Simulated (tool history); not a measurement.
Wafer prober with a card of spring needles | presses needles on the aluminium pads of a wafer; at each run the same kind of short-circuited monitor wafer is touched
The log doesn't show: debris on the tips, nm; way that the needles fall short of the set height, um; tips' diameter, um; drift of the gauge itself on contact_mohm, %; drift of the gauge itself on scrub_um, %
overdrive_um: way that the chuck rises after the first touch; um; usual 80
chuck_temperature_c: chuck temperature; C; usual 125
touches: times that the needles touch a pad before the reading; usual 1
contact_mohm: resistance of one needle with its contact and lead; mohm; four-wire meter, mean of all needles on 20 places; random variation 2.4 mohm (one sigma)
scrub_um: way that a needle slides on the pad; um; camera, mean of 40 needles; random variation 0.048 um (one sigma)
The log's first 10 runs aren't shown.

run	hour	overdrive_um	chuck_temperature_c	touches	touches since the tips were cleaned	cleanings since the card got new needles	touches since the first contact's height was set	contact_mohm	scrub_um
# hour 82.5: tips cleaned on abrasive film
11	84.5	80	125	1	500	29	124084	267	21.64
12	90.4	80	125	1	1919	29	125503	268	21.62
# hour 99.2: tips cleaned on abrasive film
13	99.2	80	74	1	0	30	127612	250	21.59
14	108.1	80	63	1	2162	30	129774	246	21.63
# hour 115.5: tips cleaned on abrasive film
15	115.5	85	125	1	0	31	131554	265	23.02
16	121.0	85	125	1	1326	31	132880	271	23.03
17	126.4	77	125	1	2639	31	134193	266	20.86
# hour 131.9: tips cleaned on abrasive film
18	137.6	77	125	1	1384	32	136908	268	20.86
19	148.0	69	63	1	3899	32	139423	260	18.70
# hour 149.1: tips cleaned on abrasive film
20	160.1	73	125	2	2652	33	142325	271	19.71
21	165.2	89	125	2	3894	33	143567	270	24.02
# hour 166.4: tips cleaned on abrasive film
22	173.5	89	42	2	1718	34	145556	248	24.09
# hour 182.9: tips cleaned on abrasive film
23	183.7	89	42	2	195	35	148014	241	24.05
24	193.8	61	125	1	2656	35	150475	266	16.46
# hour 199.6: tips cleaned on abrasive film
25	204.3	61	60	1	1147	36	153004	253	16.52
26	212.6	80	47	2	3156	36	155013	245	21.67
# hour 216.3: tips cleaned on abrasive film
27	220.6	62	77	2	1067	37	156941	256	16.77
28	228.0	62	97	3	2864	37	158738	266	16.70
# hour 233.0: tips cleaned on abrasive film
29	239.8	62	97	3	1665	38	161570	262	16.72
30	248.4	62	97	3	3752	38	163657	265	16.74
# hour 250.1: tips cleaned on abrasive film
31	259.5	78	125	1	2261	39	166315	269	21.11
# hour 267.2: tips cleaned on abrasive film
32	270.8	78	125	1	858	40	169033	268	21.08
# hour 279.5: height of the first contact set anew
33	281.4	89	125	1	3377	40	476	272	24.06
# hour 284.4: tips cleaned on abrasive film
34	291.0	89	125	1	1603	41	2775	268	24.08

Forecast each of these 3 alternatives for the next run:
A	299.4	64	48	1	3633	41	4805	?	?
B	299.4	89	27	1	3633	41	4805	?	?
C	299.4	80	28	2	3633	41	4805	?	?

run	contact_mohm	scrub_um
A	251	17.34
B	245	24.02
C	241	21.64
Without the tool's hidden state the same runs would have given:
run	contact_mohm	scrub_um
A	249	17.34
B	244	24.02
C	240	21.64
